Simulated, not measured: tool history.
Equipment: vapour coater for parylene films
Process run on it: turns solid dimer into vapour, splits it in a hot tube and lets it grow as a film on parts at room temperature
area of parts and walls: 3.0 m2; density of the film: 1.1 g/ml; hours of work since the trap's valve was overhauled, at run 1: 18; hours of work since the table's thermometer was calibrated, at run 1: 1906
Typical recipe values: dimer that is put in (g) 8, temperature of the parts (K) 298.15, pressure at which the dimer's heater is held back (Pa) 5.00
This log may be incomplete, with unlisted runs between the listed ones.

| run | hour | dimer that is put in (g) | temperature of the parts (K) | pressure at which the dimer's heater is held back (Pa) | hours of work since the trap's valve was overhauled | hours of work since the table's thermometer was calibrated | thickness of the film (nm) |
|---|---|---|---|---|---|---|---|
| 1 | 0.0 | 8 | 298.15 | 5.00 | 18 | 1906 | 1257 |
| 2 | 54.2 | 8 | 298.15 | 5.00 | 66 | 1953 | 1257 |
|  | 102.9 | table's thermometer calibrated |
| 3 | 104.7 | 8 | 298.15 | 5.00 | 109 | 2 | 1259 |
| 4 | 168.8 | 8 | 298.15 | 5.00 | 166 | 58 | 1257 |
| 5 | 236.1 | 8 | 298.15 | 5.00 | 224 | 117 | 1251 |
| 6 | 299.2 | 8 | 298.15 | 5.00 | 280 | 172 | 1236 |
| 7 | 366.5 | 8 | 303.15 | 5.00 | 339 | 231 | 970 |
| 8 | 420.5 | 8 | 301.15 | 5.00 | 386 | 278 | 1057 |
| 9 | 496.9 | 8 | 301.15 | 5.00 | 453 | 345 | 1051 |
| 10 | 553.5 | 8 | 301.15 | 5.00 | 503 | 395 | 1043 |
|  | 561.1 | trap's valve overhauled |
| 11 | 638.1 | 8 | 301.15 | 5.00 | 67 | 465 | 1095 |
| 12 | 715.6 | 8 | 298.15 | 5.00 | 135 | 533 | 1247 |
| 13 | 753.1 | 8 | 297.15 | 5.00 | 168 | 566 | 1316 |
| 14 | 808.3 | 8 | 297.15 | 5.00 | 217 | 615 | 1297 |
| 15 | 883.1 | 8 | 297.15 | 5.00 | 282 | 680 | 1290 |
| 16 | 962.4 | 8 | 297.15 | 5.00 | 352 | 750 | 1274 |
| 17 | 997.9 | 8 | 297.15 | 5.00 | 383 | 781 | 1273 |
| 18 | 1078.7 | 11 | 298.15 | 5.00 | 454 | 852 | 1656 |
|  | 1143.0 | trap's valve overhauled |
| 19 | 1155.7 | 8 | 298.15 | 5.00 | 11 | 916 | 1253 |
| 20 | 1237.4 | 8 | 298.15 | 5.00 | 83 | 987 | 1241 |
| 21 | 1306.4 | 8 | 298.15 | 5.00 | 143 | 1048 | 1241 |
| 22 | 1365.9 | 8 | 298.15 | 5.00 | 195 | 1100 | 1225 |
| 23 | 1443.2 | 8 | 298.15 | 5.00 | 263 | 1168 | 1215 |
| 24 | 1510.0 | 8 | 298.15 | 5.00 | 322 | 1226 | 1209 |
| 25 | 1584.1 | 7 | 298.15 | 6.39 | 387 | 1291 | 1000 |
| 26 | 1623.1 | 7 | 298.15 | 6.39 | 421 | 1325 | 999 |
| 27 | 1701.0 | 7 | 298.15 | 6.39 | 489 | 1393 | 983 |
|  | 1725.1 | trap's valve overhauled |
| 28 | 1750.0 | 12 | 298.15 | 5.88 | 22 | 1433 | 1802 |
| 29 | 1817.3 | 8 | 298.15 | 5.85 | 81 | 1492 | 1206 |
| 30 | 1889.1 | 8 | 298.15 | 5.85 | 144 | 1555 | 1184 |
| 31 | 1957.0 | 4 | 296.15 | 9.19 | 203 | 1614 | 579 |
| 32 | 2036.0 | 4 | 293.15 | 3.89 | 272 | 1683 | 814 |
| 33 | 2084.5 | 14 | 300.15 | 4.69 | 315 | 1726 | 1950 |
| 34 | 2122.6 | 8 | 304.15 | 5.00 | 348 | 1759 | 906 |
| 35 | 2197.6 | 4 | 308.15 | 5.00 | 414 | 1825 | 378 |
| 36 | 2262.7 | 5 | 298.15 | 5.00 | 471 | 1882 | 740 |
|  | 2305.5 | trap's valve overhauled |
| 37 | 2320.1 | 5 | 298.15 | 5.00 | 13 | 1929 | 776 |
|  | 2400.0 | table's thermometer calibrated |
| 38 | 2404.0 | 5 | 298.15 | 5.00 | 85 | 3 | 808 |
| 39 | 2458.2 | 3 | 293.15 | 5.00 | 133 | 51 | 610 |
| 40 | 2512.7 | 3 | 290.15 | 5.00 | 181 | 99 | 691 |
| 41 | 2590.1 | 3 | 290.15 | 5.00 | 249 | 167 | 678 |

Run 42 is up next; what results do you expect?
| 42 | 2633.5 | 3 | 290.15 | 5.00 | 287 | 205 | ? |

Logged for run 42: thickness of the film (nm) 683.
If the tool had no hidden condition, the same run with the same run-to-run variation would have returned thickness of the film (nm) 707.

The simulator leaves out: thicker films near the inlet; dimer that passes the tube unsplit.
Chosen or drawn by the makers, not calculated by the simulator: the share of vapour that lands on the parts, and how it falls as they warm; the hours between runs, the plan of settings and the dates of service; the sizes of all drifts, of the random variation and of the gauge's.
